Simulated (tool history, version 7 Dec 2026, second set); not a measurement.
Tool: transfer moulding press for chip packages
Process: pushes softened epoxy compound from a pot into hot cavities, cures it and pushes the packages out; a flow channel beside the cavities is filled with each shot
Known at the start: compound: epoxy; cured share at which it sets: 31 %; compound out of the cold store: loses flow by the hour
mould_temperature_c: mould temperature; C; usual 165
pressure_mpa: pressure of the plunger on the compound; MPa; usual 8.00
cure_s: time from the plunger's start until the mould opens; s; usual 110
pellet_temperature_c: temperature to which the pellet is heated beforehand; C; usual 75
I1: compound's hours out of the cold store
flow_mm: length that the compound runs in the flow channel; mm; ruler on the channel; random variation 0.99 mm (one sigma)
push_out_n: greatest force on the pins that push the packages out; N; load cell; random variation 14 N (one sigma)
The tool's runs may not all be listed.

{"run": 1, "hour": 0.0, "mould_temperature_c": 165, "pressure_mpa": 8.0, "cure_s": 110, "pellet_temperature_c": 75, "I1": 27.2, "flow_mm": 583.3, "push_out_n": 1352}
{"run": 2, "hour": 34.2, "mould_temperature_c": 165, "pressure_mpa": 8.0, "cure_s": 110, "pellet_temperature_c": 75, "I1": 38.1, "flow_mm": 554.2, "push_out_n": 1516}
{"run": 3, "hour": 60.0, "mould_temperature_c": 165, "pressure_mpa": 8.0, "cure_s": 110, "pellet_temperature_c": 78, "I1": 18.6, "flow_mm": 596.5, "push_out_n": 1735}
{"hour": 67.9, "done": "cavities cleaned with cleaning compound and waxed"}
{"run": 4, "hour": 88.7, "mould_temperature_c": 165, "pressure_mpa": 8.0, "cure_s": 110, "pellet_temperature_c": 78, "I1": 45.9, "flow_mm": 534.4, "push_out_n": 1078}
{"run": 5, "hour": 111.5, "mould_temperature_c": 165, "pressure_mpa": 8.0, "cure_s": 110, "pellet_temperature_c": 78, "I1": 20.8, "flow_mm": 587.0, "push_out_n": 1438}
{"run": 6, "hour": 126.3, "mould_temperature_c": 165, "pressure_mpa": 8.0, "cure_s": 110, "pellet_temperature_c": 75, "I1": 8.9, "flow_mm": 615.0, "push_out_n": 1581}
{"run": 7, "hour": 150.0, "mould_temperature_c": 165, "pressure_mpa": 8.0, "cure_s": 110, "pellet_temperature_c": 70, "I1": 30.5, "flow_mm": 563.3, "push_out_n": 1625}
{"hour": 173.0, "done": "cavities cleaned with cleaning compound and waxed"}
{"hour": 184.7, "done": "plunger's sealing rings changed"}
{"run": 8, "hour": 186.0, "mould_temperature_c": 165, "pressure_mpa": 8.0, "cure_s": 110, "pellet_temperature_c": 70, "I1": 38.8, "flow_mm": 562.9, "push_out_n": 999}
{"run": 9, "hour": 213.7, "mould_temperature_c": 165, "pressure_mpa": 8.0, "cure_s": 110, "pellet_temperature_c": 70, "I1": 8.0, "flow_mm": 634.8, "push_out_n": 1547}
{"run": 10, "hour": 245.4, "mould_temperature_c": 165, "pressure_mpa": 8.0, "cure_s": 110, "pellet_temperature_c": 70, "I1": 45.4, "flow_mm": 547.5, "push_out_n": 1566}
{"run": 11, "hour": 274.5, "mould_temperature_c": 165, "pressure_mpa": 8.0, "cure_s": 110, "pellet_temperature_c": 70, "I1": 45.2, "flow_mm": 544.1, "push_out_n": 1680}
{"hour": 280.7, "done": "cavities cleaned with cleaning compound and waxed"}
{"run": 12, "hour": 305.6, "mould_temperature_c": 165, "pressure_mpa": 8.0, "cure_s": 110, "pellet_temperature_c": 70, "I1": 28.1, "flow_mm": 580.0, "push_out_n": 1323}
{"run": 13, "hour": 335.9, "mould_temperature_c": 162, "pressure_mpa": 8.64, "cure_s": 110, "pellet_temperature_c": 84, "I1": 27.3, "flow_mm": 606.6, "push_out_n": 1878}
{"run": 14, "hour": 369.8, "mould_temperature_c": 164, "pressure_mpa": 7.91, "cure_s": 100, "pellet_temperature_c": 75, "I1": 23.1, "flow_mm": 584.5, "push_out_n": 2260}
{"hour": 386.4, "done": "cavities cleaned with cleaning compound and waxed"}
{"run": 15, "hour": 392.7, "mould_temperature_c": 164, "pressure_mpa": 7.91, "cure_s": 100, "pellet_temperature_c": 75, "I1": 21.0, "flow_mm": 587.4, "push_out_n": 1219}
{"run": 16, "hour": 421.2, "mould_temperature_c": 164, "pressure_mpa": 7.91, "cure_s": 100, "pellet_temperature_c": 75, "I1": 19.4, "flow_mm": 590.1, "push_out_n": 1881}
{"run": 17, "hour": 441.8, "mould_temperature_c": 164, "pressure_mpa": 7.91, "cure_s": 127, "pellet_temperature_c": 70, "I1": 39.7, "flow_mm": 542.0, "push_out_n": 1227}
{"hour": 458.5, "done": "plunger's sealing rings changed"}
{"run": 18, "hour": 478.7, "mould_temperature_c": 165, "pressure_mpa": 8.29, "cure_s": 110, "pellet_temperature_c": 65, "I1": 10.8, "flow_mm": 642.1, "push_out_n": 1790}
{"hour": 493.0, "done": "cavities cleaned with cleaning compound and waxed"}
{"run": 19, "hour": 495.3, "mould_temperature_c": 165, "pressure_mpa": 8.94, "cure_s": 136, "pellet_temperature_c": 70, "I1": 33.3, "flow_mm": 607.6, "push_out_n": 601}
{"run": 20, "hour": 522.3, "mould_temperature_c": 160, "pressure_mpa": 6.75, "cure_s": 91, "pellet_temperature_c": 75, "I1": 44.9, "flow_mm": 515.3, "push_out_n": 2693}
{"run": 21, "hour": 541.0, "mould_temperature_c": 160, "pressure_mpa": 6.11, "cure_s": 91, "pellet_temperature_c": 75, "I1": 24.9, "flow_mm": 530.1, "push_out_n": 3452}
{"run": 22, "hour": 560.3, "mould_temperature_c": 160, "pressure_mpa": 6.11, "cure_s": 91, "pellet_temperature_c": 75, "I1": 15.5, "flow_mm": 547.8, "push_out_n": 3678}
{"run": 23, "hour": 584.1, "mould_temperature_c": 160, "pressure_mpa": 6.11, "cure_s": 91, "pellet_temperature_c": 75, "I1": 44.4, "flow_mm": 484.6, "push_out_n": 3424}

The same runs without the tool's hidden state, with the same run-to-run variation:
The hidden state here: true mould temperature over the reading, C; pressure that reaches the compound, % of what is set; grip of the stained cavities, % over clean ones'; drift of the gauge itself on flow_mm, %; drift of the gauge itself on push_out_n, %.
run=1 flow_mm=591.1 push_out_n=696
run=2 flow_mm=564.4 push_out_n=679
run=3 flow_mm=609.5 push_out_n=739
run=4 flow_mm=548.3 push_out_n=637
run=5 flow_mm=604.3 push_out_n=696
run=6 flow_mm=634.4 push_out_n=716
run=7 flow_mm=583.3 push_out_n=700
run=8 flow_mm=562.7 push_out_n=703
run=9 flow_mm=636.8 push_out_n=771
run=10 flow_mm=551.8 push_out_n=682
run=11 flow_mm=550.5 push_out_n=704
run=12 flow_mm=589.4 push_out_n=714
run=13 flow_mm=619.1 push_out_n=840
run=14 flow_mm=599.5 push_out_n=937
run=15 flow_mm=604.3 push_out_n=934
run=16 flow_mm=609.5 push_out_n=926
run=17 flow_mm=561.8 push_out_n=553
run=18 flow_mm=641.8 push_out_n=743
run=19 flow_mm=608.8 push_out_n=516
run=20 flow_mm=518.1 push_out_n=1406
run=21 flow_mm=534.3 push_out_n=1590
run=22 flow_mm=553.6 push_out_n=1596
run=23 flow_mm=491.4 push_out_n=1429
